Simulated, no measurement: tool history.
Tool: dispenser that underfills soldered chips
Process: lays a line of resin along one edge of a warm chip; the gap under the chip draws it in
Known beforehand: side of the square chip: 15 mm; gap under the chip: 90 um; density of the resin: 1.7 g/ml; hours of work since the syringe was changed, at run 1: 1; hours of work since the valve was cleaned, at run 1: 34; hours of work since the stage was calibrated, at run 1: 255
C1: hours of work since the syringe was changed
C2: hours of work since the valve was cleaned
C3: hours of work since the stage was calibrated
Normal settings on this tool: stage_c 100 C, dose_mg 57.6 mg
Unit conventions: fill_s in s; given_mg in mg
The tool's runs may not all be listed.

run 1 hour=0.0 | stage_c=100 dose_mg=57.6 | C1=1 C2=34 C3=255 | fill_s=70.7 given_mg=56.94
run 2 hour=6.8 | stage_c=100 dose_mg=57.6 | C1=5 C2=38 C3=259 | fill_s=79.6 given_mg=56.64
run 3 hour=15.8 | stage_c=100 dose_mg=57.6 | C1=11 C2=44 C3=265 | fill_s=99.9 given_mg=56.74
-- hour=17.5 new syringe of resin
run 4 hour=24.7 | stage_c=100 dose_mg=57.6 | C1=5 C2=50 C3=271 | fill_s=79.7 given_mg=56.49
-- hour=35.5 new syringe of resin
run 5 hour=37.5 | stage_c=100 dose_mg=57.6 | C1=1 C2=57 C3=278 | fill_s=69.1 given_mg=56.30
run 6 hour=50.8 | stage_c=100 dose_mg=68.2 | C1=10 C2=66 C3=287 | fill_s=94.5 given_mg=66.40
-- hour=53.5 new syringe of resin
run 7 hour=59.9 | stage_c=100 dose_mg=72.5 | C1=4 C2=71 C3=292 | fill_s=78.1 given_mg=70.61
run 8 hour=70.1 | stage_c=100 dose_mg=72.5 | C1=10 C2=78 C3=299 | fill_s=97.3 given_mg=70.06
-- hour=71.4 new syringe of resin
run 9 hour=78.2 | stage_c=100 dose_mg=68.6 | C1=4 C2=83 C3=304 | fill_s=77.3 given_mg=66.66
run 10 hour=88.8 | stage_c=100 dose_mg=68.6 | C1=11 C2=89 C3=310 | fill_s=96.5 given_mg=66.08
-- hour=90.4 new syringe of resin
-- hour=101.9 stage's temperature calibrated
run 11 hour=104.2 | stage_c=100 dose_mg=68.6 | C1=8 C2=98 C3=1 | fill_s=84.7 given_mg=66.04
-- hour=110.0 new syringe of resin
run 12 hour=115.6 | stage_c=100 dose_mg=50.2 | C1=4 C2=105 C3=8 | fill_s=73.8 given_mg=48.19
-- hour=120.0 dispensing valve cleaned and set on the balance
-- hour=128.9 new syringe of resin
run 13 hour=130.6 | stage_c=102 dose_mg=55.4 | C1=1 C2=7 C3=17 | fill_s=62.3 given_mg=55.09
run 14 hour=145.3 | stage_c=92 dose_mg=53.3 | C1=10 C2=16 C3=26 | fill_s=133.5 given_mg=53.23
-- hour=146.8 new syringe of resin
run 15 hour=157.0 | stage_c=113 dose_mg=59.4 | C1=6 C2=23 C3=34 | fill_s=49.4 given_mg=59.05
run 16 hour=163.9 | stage_c=113 dose_mg=59.4 | C1=11 C2=27 C3=38 | fill_s=57.0 given_mg=58.97
-- hour=165.3 new syringe of resin
run 17 hour=172.1 | stage_c=100 dose_mg=68.4 | C1=4 C2=32 C3=43 | fill_s=74.9 given_mg=67.88
-- hour=183.8 new syringe of resin
run 18 hour=186.0 | stage_c=88 dose_mg=66.2 | C1=1 C2=41 C3=51 | fill_s=112.8 given_mg=65.28
run 19 hour=195.6 | stage_c=88 dose_mg=66.2 | C1=7 C2=47 C3=57 | fill_s=147.0 given_mg=65.23
-- hour=201.9 new syringe of resin
run 20 hour=209.1 | stage_c=88 dose_mg=66.2 | C1=5 C2=55 C3=66 | fill_s=127.5 given_mg=64.89
-- hour=220.7 new syringe of resin
run 21 hour=223.3 | stage_c=96 dose_mg=60.7 | C1=2 C2=64 C3=75 | fill_s=82.0 given_mg=59.36
run 22 hour=235.7 | stage_c=94 dose_mg=62.3 | C1=10 C2=72 C3=82 | fill_s=117.6 given_mg=60.65

5 options for the next run, each taken on its own from the tool as it stands now. Forecast them:
-- hour=239.0 new syringe of resin
run A hour=249.8 | stage_c=110 dose_mg=55.4 | C1=7 C2=80 C3=91 | fill_s=? given_mg=?
-- hour=239.0 new syringe of resin
run B hour=249.8 | stage_c=111 dose_mg=62.9 | C1=7 C2=80 C3=91 | fill_s=? given_mg=?
-- hour=239.0 new syringe of resin
run C hour=249.8 | stage_c=113 dose_mg=60.1 | C1=7 C2=80 C3=91 | fill_s=? given_mg=?
-- hour=239.0 new syringe of resin
run D hour=249.8 | stage_c=111 dose_mg=55.0 | C1=7 C2=80 C3=91 | fill_s=? given_mg=?
-- hour=239.0 new syringe of resin
run E hour=249.8 | stage_c=115 dose_mg=60.2 | C1=7 C2=80 C3=91 | fill_s=? given_mg=?

run=A fill_s=56.3 given_mg=54.15
run=B fill_s=53.6 given_mg=61.19
run=C fill_s=50.1 given_mg=58.36
run=D fill_s=53.8 given_mg=53.31
run=E fill_s=45.8 given_mg=58.63
Without the tool's unlogged condition, the same runs would have read:
run=A fill_s=43.1 given_mg=55.58
run=B fill_s=41.4 given_mg=62.81
run=C fill_s=38.5 given_mg=59.91
run=D fill_s=41.4 given_mg=54.72
run=E fill_s=35.2 given_mg=60.18

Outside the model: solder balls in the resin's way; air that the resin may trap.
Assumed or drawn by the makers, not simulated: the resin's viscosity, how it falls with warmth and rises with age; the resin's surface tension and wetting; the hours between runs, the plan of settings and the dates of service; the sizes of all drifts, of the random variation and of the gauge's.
